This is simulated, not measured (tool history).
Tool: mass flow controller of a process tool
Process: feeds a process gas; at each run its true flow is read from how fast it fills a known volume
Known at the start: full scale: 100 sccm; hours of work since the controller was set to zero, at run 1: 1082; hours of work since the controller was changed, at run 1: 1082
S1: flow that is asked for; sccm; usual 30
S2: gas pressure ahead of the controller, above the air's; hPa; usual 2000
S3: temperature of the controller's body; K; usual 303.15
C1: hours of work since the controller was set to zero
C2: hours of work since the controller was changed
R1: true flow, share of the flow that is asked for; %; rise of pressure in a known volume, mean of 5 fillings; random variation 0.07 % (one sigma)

{"run": 1, "hour": 0.0, "S1": 30, "S2": 2000, "S3": 303.15, "C1": 1082, "C2": 1082, "R1": 97.68}
{"run": 2, "hour": 492.1, "S1": 30, "S2": 1620, "S3": 303.15, "C1": 1292, "C2": 1292, "R1": 97.78}
{"run": 3, "hour": 812.6, "S1": 30, "S2": 1620, "S3": 303.15, "C1": 1429, "C2": 1429, "R1": 97.84}
{"run": 4, "hour": 1195.3, "S1": 30, "S2": 1620, "S3": 303.15, "C1": 1592, "C2": 1592, "R1": 97.92}
{"run": 5, "hour": 1495.0, "S1": 30, "S2": 1620, "S3": 303.15, "C1": 1719, "C2": 1719, "R1": 97.87}
{"run": 6, "hour": 1841.4, "S1": 30, "S2": 1620, "S3": 303.15, "C1": 1867, "C2": 1867, "R1": 98.08}
{"run": 7, "hour": 2244.5, "S1": 30, "S2": 1620, "S3": 303.15, "C1": 2039, "C2": 2039, "R1": 98.09}
{"run": 8, "hour": 2501.8, "S1": 30, "S2": 1620, "S3": 303.15, "C1": 2148, "C2": 2148, "R1": 98.1}
{"run": 9, "hour": 2999.3, "S1": 30, "S2": 2000, "S3": 303.15, "C1": 2360, "C2": 2360, "R1": 98.3}
{"run": 10, "hour": 3229.9, "S1": 30, "S2": 2000, "S3": 303.15, "C1": 2459, "C2": 2459, "R1": 98.47}
{"run": 11, "hour": 3562.1, "S1": 30, "S2": 2000, "S3": 297.15, "C1": 2600, "C2": 2600, "R1": 99.1}
{"run": 12, "hour": 3971.5, "S1": 30, "S2": 2000, "S3": 297.15, "C1": 2775, "C2": 2775, "R1": 99.21}
{"run": 13, "hour": 4400.6, "S1": 30, "S2": 2000, "S3": 303.15, "C1": 2958, "C2": 2958, "R1": 98.54}
{"run": 14, "hour": 4654.5, "S1": 17, "S2": 2000, "S3": 303.15, "C1": 3066, "C2": 3066, "R1": 98.45}
{"run": 15, "hour": 4959.9, "S1": 30, "S2": 2000, "S3": 303.15, "C1": 3196, "C2": 3196, "R1": 98.68}
{"run": 16, "hour": 5354.8, "S1": 24, "S2": 2000, "S3": 303.15, "C1": 3364, "C2": 3364, "R1": 98.61}
{"run": 17, "hour": 5814.2, "S1": 24, "S2": 2000, "S3": 303.15, "C1": 3560, "C2": 3560, "R1": 98.77}
{"run": 18, "hour": 6111.7, "S1": 24, "S2": 2000, "S3": 303.15, "C1": 3687, "C2": 3687, "R1": 98.85}
{"run": 19, "hour": 6422.3, "S1": 24, "S2": 2000, "S3": 303.15, "C1": 3819, "C2": 3819, "R1": 99}
{"run": 20, "hour": 6861.3, "S1": 24, "S2": 2430, "S3": 303.15, "C1": 4006, "C2": 4006, "R1": 99.01}
{"run": 21, "hour": 7356.0, "S1": 24, "S2": 2430, "S3": 303.15, "C1": 4217, "C2": 4217, "R1": 99.3}
{"run": 22, "hour": 7581.0, "S1": 30, "S2": 2000, "S3": 303.15, "C1": 4313, "C2": 4313, "R1": 99.24}
{"run": 23, "hour": 7841.6, "S1": 37, "S2": 2000, "S3": 303.15, "C1": 4424, "C2": 4424, "R1": 99.42}
{"run": 24, "hour": 8112.1, "S1": 37, "S2": 2000, "S3": 303.15, "C1": 4539, "C2": 4539, "R1": 99.57}
{"run": 25, "hour": 8452.5, "S1": 37, "S2": 2000, "S3": 303.15, "C1": 4684, "C2": 4684, "R1": 99.67}
{"run": 26, "hour": 8910.2, "S1": 37, "S2": 2390, "S3": 306.15, "C1": 4879, "C2": 4879, "R1": 99.4}
{"hour": 9151.1, "done": "gauge calibrated"}
{"run": 27, "hour": 9185.3, "S1": 30, "S2": 1790, "S3": 305.15, "C1": 4997, "C2": 4997, "R1": 97.43}
{"run": 28, "hour": 9427.7, "S1": 30, "S2": 2210, "S3": 307.15, "C1": 5100, "C2": 5100, "R1": 97.21}
{"run": 29, "hour": 9848.5, "S1": 39, "S2": 2120, "S3": 307.15, "C1": 5279, "C2": 5279, "R1": 97.84}
{"run": 30, "hour": 10125.8, "S1": 83, "S2": 2540, "S3": 311.15, "C1": 5397, "C2": 5397, "R1": 98.53}
{"run": 31, "hour": 10392.4, "S1": 83, "S2": 2540, "S3": 311.15, "C1": 5511, "C2": 5511, "R1": 98.55}
{"run": 32, "hour": 10688.2, "S1": 83, "S2": 2540, "S3": 311.15, "C1": 5637, "C2": 5637, "R1": 98.55}
{"run": 33, "hour": 11016.6, "S1": 30, "S2": 2570, "S3": 296.15, "C1": 5777, "C2": 5777, "R1": 99.13}
{"run": 34, "hour": 11325.5, "S1": 30, "S2": 2570, "S3": 296.15, "C1": 5909, "C2": 5909, "R1": 99.08}
{"run": 35, "hour": 11660.5, "S1": 15, "S2": 2000, "S3": 303.15, "C1": 6051, "C2": 6051, "R1": 97.92}
{"hour": 11852.0, "done": "controller's zero set anew"}
{"run": 36, "hour": 12021.9, "S1": 15, "S2": 1500, "S3": 303.15, "C1": 72, "C2": 6205, "R1": 97.93}
{"run": 37, "hour": 12355.3, "S1": 13, "S2": 1640, "S3": 311.15, "C1": 215, "C2": 6347, "R1": 96.95}
{"run": 38, "hour": 12661.6, "S1": 13, "S2": 1640, "S3": 311.15, "C1": 345, "C2": 6478, "R1": 97.18}
{"run": 39, "hour": 13121.3, "S1": 77, "S2": 1930, "S3": 310.15, "C1": 541, "C2": 6674, "R1": 98.78}
{"run": 40, "hour": 13610.3, "S1": 11, "S2": 2000, "S3": 313.15, "C1": 749, "C2": 6882, "R1": 96.99}
{"run": 41, "hour": 14104.3, "S1": 11, "S2": 2000, "S3": 313.15, "C1": 960, "C2": 7093, "R1": 97.06}
{"run": 42, "hour": 14322.6, "S1": 37, "S2": 1440, "S3": 299.15, "C1": 1053, "C2": 7186, "R1": 99.26}
{"run": 43, "hour": 14583.7, "S1": 79, "S2": 1440, "S3": 299.15, "C1": 1164, "C2": 7297, "R1": 100.31}
{"run": 44, "hour": 14850.9, "S1": 79, "S2": 1440, "S3": 299.15, "C1": 1278, "C2": 7411, "R1": 100.39}
{"run": 45, "hour": 15119.6, "S1": 34, "S2": 2620, "S3": 299.15, "C1": 1393, "C2": 7525, "R1": 99.69}
{"run": 46, "hour": 15361.2, "S1": 30, "S2": 2530, "S3": 302.15, "C1": 1495, "C2": 7628, "R1": 99.35}
{"run": 47, "hour": 15790.3, "S1": 30, "S2": 2000, "S3": 312.15, "C1": 1678, "C2": 7811, "R1": 98.01}
{"run": 48, "hour": 16000.2, "S1": 23, "S2": 2330, "S3": 293.15, "C1": 1768, "C2": 7901, "R1": 100.16}

Forecast each of these 4 alternatives for the next run:
{"hour": 16140.3, "done": "controller exchanged for a calibrated one"}
{"run": "A", "hour": 16365.0, "S1": 11, "S2": 1490, "S3": 303.15, "C1": 96, "C2": 96, "R1": "?"}
{"hour": 16140.3, "done": "controller exchanged for a calibrated one"}
{"run": "B", "hour": 16365.0, "S1": 13, "S2": 2590, "S3": 303.15, "C1": 96, "C2": 96, "R1": "?"}
{"hour": 16140.3, "done": "controller exchanged for a calibrated one"}
{"run": "C", "hour": 16365.0, "S1": 30, "S2": 2360, "S3": 310.15, "C1": 96, "C2": 96, "R1": "?"}
{"hour": 16140.3, "done": "controller exchanged for a calibrated one"}
{"run": "D", "hour": 16365.0, "S1": 35, "S2": 1460, "S3": 303.15, "C1": 96, "C2": 96, "R1": "?"}

run=A R1=98.58
run=B R1=98.9
run=C R1=98.63
run=D R1=99.1
Without the tool's hidden state the same runs would have given:
run=A R1=97.16
run=B R1=97.47
run=C R1=97.21
run=D R1=97.67
